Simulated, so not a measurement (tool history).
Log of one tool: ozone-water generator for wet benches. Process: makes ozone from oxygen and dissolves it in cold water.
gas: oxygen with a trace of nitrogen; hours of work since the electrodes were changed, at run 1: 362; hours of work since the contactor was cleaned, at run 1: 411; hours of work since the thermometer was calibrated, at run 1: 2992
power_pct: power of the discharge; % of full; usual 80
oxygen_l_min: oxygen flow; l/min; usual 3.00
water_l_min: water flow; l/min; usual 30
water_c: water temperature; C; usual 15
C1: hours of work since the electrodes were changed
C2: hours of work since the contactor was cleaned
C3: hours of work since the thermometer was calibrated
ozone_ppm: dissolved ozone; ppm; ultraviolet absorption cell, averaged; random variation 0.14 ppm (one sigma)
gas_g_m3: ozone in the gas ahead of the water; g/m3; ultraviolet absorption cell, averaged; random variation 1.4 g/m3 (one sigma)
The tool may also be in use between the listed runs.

{"run": 1, "day": 0.0, "power_pct": 80, "oxygen_l_min": 3.0, "water_l_min": 30, "water_c": 15, "C1": 362, "C2": 411, "C3": 2992, "ozone_ppm": 16.5, "gas_g_m3": 262.8}
{"run": 2, "day": 1.404, "power_pct": 80, "oxygen_l_min": 3.0, "water_l_min": 30, "water_c": 15, "C1": 384, "C2": 433, "C3": 3014, "ozone_ppm": 17.1, "gas_g_m3": 263.8}
{"run": 3, "day": 2.988, "power_pct": 80, "oxygen_l_min": 3.0, "water_l_min": 30, "water_c": 15, "C1": 409, "C2": 458, "C3": 3039, "ozone_ppm": 16.6, "gas_g_m3": 261.5}
{"run": 4, "day": 4.504, "power_pct": 80, "oxygen_l_min": 3.0, "water_l_min": 30, "water_c": 15, "C1": 433, "C2": 482, "C3": 3062, "ozone_ppm": 16.8, "gas_g_m3": 261.3}
{"run": 5, "day": 5.404, "power_pct": 80, "oxygen_l_min": 3.0, "water_l_min": 30, "water_c": 15, "C1": 447, "C2": 496, "C3": 3077, "ozone_ppm": 16.8, "gas_g_m3": 262.5}
{"run": 6, "day": 6.962, "power_pct": 80, "oxygen_l_min": 3.0, "water_l_min": 30, "water_c": 15, "C1": 471, "C2": 520, "C3": 3101, "ozone_ppm": 16.9, "gas_g_m3": 265.4}
{"run": 7, "day": 8.212, "power_pct": 80, "oxygen_l_min": 3.0, "water_l_min": 30, "water_c": 15, "C1": 491, "C2": 540, "C3": 3121, "ozone_ppm": 17.0, "gas_g_m3": 262.6}
{"run": 8, "day": 9.679, "power_pct": 97, "oxygen_l_min": 3.0, "water_l_min": 30, "water_c": 16, "C1": 514, "C2": 563, "C3": 3144, "ozone_ppm": 18.8, "gas_g_m3": 298.2}
{"run": 9, "day": 11.296, "power_pct": 80, "oxygen_l_min": 3.0, "water_l_min": 37, "water_c": 8, "C1": 540, "C2": 588, "C3": 3169, "ozone_ppm": 14.1, "gas_g_m3": 263.1}
{"run": 10, "day": 12.633, "power_pct": 80, "oxygen_l_min": 3.0, "water_l_min": 29, "water_c": 10, "C1": 561, "C2": 610, "C3": 3190, "ozone_ppm": 17.9, "gas_g_m3": 261.0}

The next listed run, before its measurement:
{"run": 11, "day": 14.3, "power_pct": 41, "oxygen_l_min": 4.31, "water_l_min": 20, "water_c": 15, "C1": 587, "C2": 636, "C3": 3216, "ozone_ppm": "?", "gas_g_m3": "?"}

ozone_ppm: 17.1 ppm
gas_g_m3: 144.3 g/m3
Without the tool's hidden state the same run would have given ozone_ppm 17.5 ppm, gas_g_m3 146.1 g/m3.
